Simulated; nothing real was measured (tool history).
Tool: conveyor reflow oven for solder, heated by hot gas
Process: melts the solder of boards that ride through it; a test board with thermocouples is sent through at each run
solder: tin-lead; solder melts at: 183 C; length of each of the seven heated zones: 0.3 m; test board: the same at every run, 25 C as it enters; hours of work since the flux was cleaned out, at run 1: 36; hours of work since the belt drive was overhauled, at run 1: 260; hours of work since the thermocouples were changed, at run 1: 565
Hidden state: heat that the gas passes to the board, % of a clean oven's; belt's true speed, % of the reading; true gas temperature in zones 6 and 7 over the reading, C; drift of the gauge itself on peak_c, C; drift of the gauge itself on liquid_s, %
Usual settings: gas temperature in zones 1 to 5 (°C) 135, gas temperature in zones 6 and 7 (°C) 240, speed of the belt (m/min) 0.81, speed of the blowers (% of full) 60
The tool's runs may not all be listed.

run     day  gas temperature in zones 1 to 5 (°C)  gas temperature in zones 6 and 7 (°C)  speed of the belt (m/min)  speed of the blowers (% of full)  hours of work since the flux was cleaned out  hours of work since the belt drive was overhauled  hours of work since the thermocouples were changed  highest temperature of the board (°C)  time above the solder's melting point (s)
  1       0                                   135                                    240                       0.81                                60                                            36                                                260                                                 565                                  220.2                                       34.2
  2   1.908                                   143                                    240                       0.81                                60                                            71                                                294                                                 600                                  221.6                                       36.5
  3   2.904                                   143                                    240                       0.81                                59                                            89                                                312                                                 618                                    221                                       36.1
  4   4.612                                   143                                    240                       0.81                                59                                           120                                                344                                                 649                                  221.7                                       35.9
  5   5.992                                   143                                    240                       0.81                                59                                           145                                                369                                                 674                                    221                                       35.6
  6   7.358                                   143                                    240                       0.81                                59                                           170                                                393                                                 699                                  220.9                                       35.9
  7   9.462                                   135                                    240                       0.81                                63                                           208                                                432                                                 737                                  219.7                                       33.8
  8   10.55                                   135                                    240                       0.81                                60                                           228                                                451                                                 757                                  219.5                                       33.2
  9    12.4                                   135                                    240                       0.81                                60                                           262                                                485                                                 791                                    219                                       33.2
       13.6  -- flux residue cleaned out of gas plates and filters
 10  13.817                                   135                                    240                       0.81                                60                                             4                                                507                                                 813                                  221.6                                       34.8
 11  15.621                                   135                                    240                       0.81                                60                                            37                                                540                                                 845                                  221.5                                       34.6
 12  17.446                                   135                                    240                       0.81                                60                                            70                                                573                                                 879                                  221.2                                       34.3
     17.712  -- belt drive overhauled, speed set with a stopwatch
 13  19.717                                   135                                    240                       0.81                                60                                           108                                                 36                                                 917                                    221                                       35.2
 14  21.383                                   135                                    240                       0.81                                72                                           138                                                 67                                                 947                                  223.5                                         36
 15  23.183                                   135                                    240                       0.81                                72                                           171                                                 99                                                 980                                  222.8                                         36
 16  25.275                                   135                                    240                      0.882                                78                                           209                                                137                                                1018                                  220.3                                       31.8
     27.133  -- belt drive overhauled, speed set with a stopwatch, once more
 17  27.192                                   135                                    240                      0.882                                78                                           241                                                  1                                                1050                                  219.5                                       30.2
 18  29.242                                   137                                    247                      0.924                                53                                           278                                                 38                                                1087                                  217.9                                       27.9
      29.55  -- flux residue cleaned out of gas plates and filters
 19    30.7                                   135                                    247                       0.81                                60                                            21                                                 61                                                1110                                  227.4                                       36.3
 20  31.617                                   135                                    247                       0.81                                60                                            38                                                 78                                                1126                                  226.7                                       36.6
 21  33.462                                   135                                    229                       0.81                                51                                            71                                                111                                                1160                                    209                                       27.9
 22  34.667                                   149                                    240                       0.81                                56                                            93                                                133                                                1182                                  222.6                                       38.2
 23  36.183                                   149                                    240                       0.81                                56                                           121                                                161                                                1209                                  222.7                                       37.7
 24  37.829                                   137                                    240                      0.662                                70                                           150                                                191                                                1239                                  229.5                                       46.5
 25  39.254                                   135                                    238                       0.81                                60                                           176                                                217                                                1265                                  218.5                                       32.9
 26   40.65                                   137                                    238                       0.81                                60                                           202                                                242                                                1291                                  218.7                                       33.6
 27  41.612                                   135                                    240                      0.833                                70                                           219                                                259                                                1308                                  221.4                                         33
     42.892  -- thermocouples of zones 6 and 7 changed
 28  42.975                                   135                                    240                      0.833                                70                                           243                                                283                                                   1                                    219                                         32
 29  44.354                                   146                                    238                      0.735                                60                                           268                                                308                                                  27                                  221.9                                       40.7

Forecast each of these 4 alternatives for the next run:
     45.179  -- flux residue cleaned out of gas plates and filters
  A  46.604                                   142                                    237                      0.696                                60                                            26                                                345                                                  64                                      ?                                          ?
     45.179  -- flux residue cleaned out of gas plates and filters
  B  46.604                                   143                                    233                      0.957                                60                                            26                                                345                                                  64                                      ?                                          ?
     45.179  -- flux residue cleaned out of gas plates and filters
  C  46.604                                   131                                    255                      0.735                                60                                            26                                                345                                                  64                                      ?                                          ?
     45.179  -- flux residue cleaned out of gas plates and filters
  D  46.604                                   129                                    247                       0.81                                77                                            26                                                345                                                  64                                      ?                                          ?

run  highest temperature of the board (°C)  time above the solder's melting point (s)
  A                                  224.5                                       43.2
  B                                  209.5                                         25
  C                                  236.3                                       43.1
  D                                  228.7                                       36.3
Without the tool's hidden state the same runs would have given:
run  highest temperature of the board (°C)  time above the solder's melting point (s)
  A                                  224.2                                       42.8
  B                                  209.4                                       24.8
  C                                  236.1                                       42.8
  D                                  228.6                                       36.1
